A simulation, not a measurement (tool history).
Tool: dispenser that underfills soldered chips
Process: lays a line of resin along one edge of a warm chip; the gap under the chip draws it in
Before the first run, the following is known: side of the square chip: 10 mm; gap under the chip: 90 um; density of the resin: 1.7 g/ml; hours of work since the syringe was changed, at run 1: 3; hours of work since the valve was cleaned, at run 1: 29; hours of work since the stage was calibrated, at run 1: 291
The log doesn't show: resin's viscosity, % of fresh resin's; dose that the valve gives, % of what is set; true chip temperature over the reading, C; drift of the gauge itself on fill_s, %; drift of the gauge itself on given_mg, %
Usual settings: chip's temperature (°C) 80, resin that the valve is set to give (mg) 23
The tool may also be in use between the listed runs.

run   hour  chip's temperature (°C)  resin that the valve is set to give (mg)  hours of work since the syringe was changed  hours of work since the valve was cleaned  hours of work since the stage was calibrated  time until the resin shows at the far edge (s)  resin that the valve gave (mg)
  1      0                       80                                        23                                            3                                         29                                           291                                            18.6                           22.72
  2    9.4                       80                                        23                                           10                                         36                                           298                                            28.1                            22.3
      11.8  -- new syringe of resin
  3   19.1                       80                                        23                                            5                                         43                                           305                                            20.7                            22.4
      28.3  -- new syringe of resin
  4   28.5                       80                                        23                                            0                                         50                                           311                                            15.6                           22.26
  5   35.4                       80                                        23                                            5                                         55                                           317                                            20.1                           22.04
  6   43.7                       80                                        23                                           11                                         61                                           323                                            29.2                            21.9
      44.9  -- new syringe of resin
  7   50.9                       83                                        23                                            4                                         66                                           328                                            16.4                           21.74
  8   57.5                       83                                        23                                            9                                         71                                           333                                            21.4                           21.84
      60.8  -- new syringe of resin
  9     64                       88                                        23                                            2                                         76                                           337                                              12                           21.72
 10   69.7                       80                                        23                                            7                                         80                                           342                                            21.3                           21.77
      76.8  -- new syringe of resin
 11   77.4                       80                                        23                                            0                                         86                                           347                                            16.1                           21.75
 12   82.9                       80                                        23                                            4                                         90                                           351                                            19.4                           21.53
 13   89.4                       80                                      21.7                                            9                                         95                                           356                                            26.7                           20.17
      92.8  -- new syringe of resin
 14   96.2                       80                                      21.7                                            3                                         99                                           361                                            17.6                           19.94
 15  102.7                       80                                      21.7                                            7                                        104                                           366                                            24.3                           19.98
 16  106.9                       80                                      21.7                                           11                                        107                                           369                                            27.9                           20.07
     108.6  -- new syringe of resin
 17  112.3                       80                                      21.7                                            3                                        111                                           373                                            17.3                           19.94
 18  119.3                       80                                        23                                            8                                        116                                           378                                            23.2                           21.15
     124.5  -- new syringe of resin
 19  126.6                       94                                        23                                            2                                        121                                           383                                             9.4                           20.85
 20  133.1                       83                                      29.4                                            6                                        126                                           388                                            18.1                           26.83
     140.5  -- new syringe of resin
 21  140.5                       81                                        23                                            0                                        132                                           393                                            14.5                           20.85
     143.6  -- dispensing valve cleaned and set on the balance
 22  146.4                       76                                      28.9                                            4                                          2                                           397                                            21.8                           28.98
 23  152.4                       72                                      28.9                                            8                                          7                                           401                                              33                           28.64
 24  156.3                       73                                      29.7                                           11                                          9                                           404                                            37.5                            29.6
     157.3  -- new syringe of resin
 25  162.6                       80                                      21.4                                            4                                         14                                           409                                            17.9                           21.33
 26  171.1                       80                                      21.4                                           10                                         20                                           415                                            26.6                           21.11
     173.5  -- new syringe of resin
 27  180.7                       88                                      27.2                                            5                                         27                                           422                                            14.1                           26.78
 28    188                       88                                      27.2                                           11                                         33                                           427                                            18.5                           26.76
     189.4  -- new syringe of resin
 29  192.2                       78                                      25.1                                            2                                         35                                           430                                            17.4                           24.54
 30  200.6                       78                                      25.1                                            8                                         42                                           436                                            25.6                           24.17
     205.2  -- new syringe of resin
 31  210.4                       88                                      25.4                                            4                                         49                                           443                                            12.6                           24.69
 32  217.9                       85                                      21.5                                            9                                         54                                           449                                            20.1                           20.55
     221.2  -- new syringe of resin
 33  223.5                       82                                      23.5                                            2                                         58                                           453                                              15                           22.54
 34  227.8                       65                                      24.9                                            5                                         61                                           456                                            37.8                           23.94
 35  236.5                       69                                      27.1                                           11                                         68                                           463                                            44.6                           25.98
     237.3  -- new syringe of resin
 36  241.3                       69                                        25                                            3                                         71                                           466                                            27.8                            23.7
 37  250.2                       69                                        25                                           10                                         78                                           473                                            40.6                           23.53

Predict each of these 3 candidate next runs independently; none follows another, all start after run 37:
     253.5  -- new syringe of resin
  A  256.2                       66                                        23                                            2                                         82                                           477                                               ?                               ?
     253.5  -- new syringe of resin
  B  256.2                       90                                      22.5                                            2                                         82                                           477                                               ?                               ?
     253.5  -- new syringe of resin
  C  256.2                       68                                      21.6                                            2                                         82                                           477                                               ?                               ?

run  time until the resin shows at the far edge (s)  resin that the valve gave (mg)
  A                                              32                           21.65
  B                                              11                           21.29
  C                                            29.2                           20.14
Take away the tool's hidden state, keep each run's random variation, and the runs would have read:
run  time until the resin shows at the far edge (s)  resin that the valve gave (mg)
  A                                            31.5                           22.98
  B                                            10.6                            22.6
  C                                            28.6                           21.37
